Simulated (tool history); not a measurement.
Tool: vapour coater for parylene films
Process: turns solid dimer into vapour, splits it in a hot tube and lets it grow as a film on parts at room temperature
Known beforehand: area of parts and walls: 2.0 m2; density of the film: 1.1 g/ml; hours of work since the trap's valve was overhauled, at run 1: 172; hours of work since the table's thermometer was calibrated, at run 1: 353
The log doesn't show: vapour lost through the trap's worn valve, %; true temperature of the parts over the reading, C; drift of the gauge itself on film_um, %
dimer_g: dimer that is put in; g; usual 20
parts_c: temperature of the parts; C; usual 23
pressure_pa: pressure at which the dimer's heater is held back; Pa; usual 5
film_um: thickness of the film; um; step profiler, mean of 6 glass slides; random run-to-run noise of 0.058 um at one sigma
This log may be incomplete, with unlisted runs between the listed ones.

| run | hour | dimer_g | parts_c | pressure_pa | hours of work since the trap's valve was overhauled | hours of work since the table's thermometer was calibrated | film_um |
|---|---|---|---|---|---|---|---|
| 1 | 0 | 20 | 23 | 5 | 172 | 353 | 6.44 |
| 2 | 23.2 | 20 | 23 | 5 | 185 | 365 | 6.32 |
| 3 | 36.7 | 20 | 23 | 5 | 192 | 373 | 6.46 |
| 4 | 60.6 | 20 | 23 | 5 | 205 | 386 | 6.38 |
| 5 | 84.3 | 20 | 23 | 5 | 218 | 399 | 6.38 |
| 6 | 95 | 14 | 23 | 5 | 224 | 405 | 4.41 |
| 7 | 111.5 | 14 | 23 | 5 | 233 | 414 | 4.39 |
| 8 | 122.9 | 14 | 29 | 5 | 239 | 420 | 3.29 |
| 9 | 135.7 | 14 | 29 | 5 | 246 | 427 | 3.28 |
| 10 | 148.4 | 20 | 23 | 5 | 253 | 434 | 6.21 |
| 11 | 160 | 20 | 23 | 5 | 259 | 440 | 6.12 |
| 12 | 184.3 | 20 | 23 | 5 | 273 | 454 | 6.18 |
| 13 | 197.9 | 14 | 23 | 5 | 280 | 461 | 4.27 |
| 14 | 222.2 | 21 | 23 | 5 | 293 | 474 | 6.45 |
| 15 | 245.8 | 17 | 27 | 2.02 | 306 | 487 | 5.05 |
| 16 | 267.3 | 17 | 27 | 2.02 | 318 | 499 | 5.1 |
|  | 288.3 | trap's valve overhauled |
| 17 | 293.7 | 27 | 23 | 11.76 | 3 | 511 | 6.56 |
| 18 | 308.9 | 27 | 23 | 11.76 | 11 | 520 | 6.56 |
| 19 | 327.7 | 20 | 21 | 2.3 | 22 | 530 | 7.39 |
| 20 | 352.1 | 20 | 20 | 2.3 | 35 | 543 | 7.28 |
| 21 | 362.7 | 9 | 15 | 6.69 | 41 | 549 | 3.33 |
| 22 | 378 | 9 | 17 | 6.64 | 49 | 558 | 3.17 |
|  | 387.1 | trap's valve overhauled, once more |
| 23 | 404.5 | 25 | 16 | 4.36 | 10 | 570 | 11.24 |
| 24 | 421.2 | 25 | 16 | 4.36 | 19 | 579 | 11.09 |
| 25 | 440.4 | 20 | 23 | 2.15 | 29 | 590 | 8.21 |
| 26 | 452.6 | 20 | 23 | 2.15 | 36 | 596 | 8.08 |
| 27 | 463.2 | 27 | 23 | 7.24 | 42 | 602 | 8.63 |
| 28 | 476.1 | 20 | 18 | 4.06 | 49 | 609 | 8.81 |

Consider 5 possible next runs. They are alternatives, not a sequence: every one starts from the tool as it was left by run 28. What does each give?
| A | 492.3 | 11 | 23 | 6.59 | 58 | 618 | ? |
| B | 492.3 | 28 | 28 | 2.04 | 58 | 618 | ? |
| C | 492.3 | 20 | 25 | 4.06 | 58 | 618 | ? |
| D | 492.3 | 30 | 30 | 4.44 | 58 | 618 | ? |
| E | 492.3 | 32 | 23 | 11.77 | 58 | 618 | ? |

| run | film_um |
|---|---|
| A | 3.55 |
| B | 9.09 |
| C | 6.37 |
| D | 7.57 |
| E | 9.18 |
With the hidden condition removed and each run's random variation left untouched, the same runs would have given:
| run | film_um |
|---|---|
| A | 3.71 |
| B | 9.49 |
| C | 6.66 |
| D | 7.91 |
| E | 9.59 |

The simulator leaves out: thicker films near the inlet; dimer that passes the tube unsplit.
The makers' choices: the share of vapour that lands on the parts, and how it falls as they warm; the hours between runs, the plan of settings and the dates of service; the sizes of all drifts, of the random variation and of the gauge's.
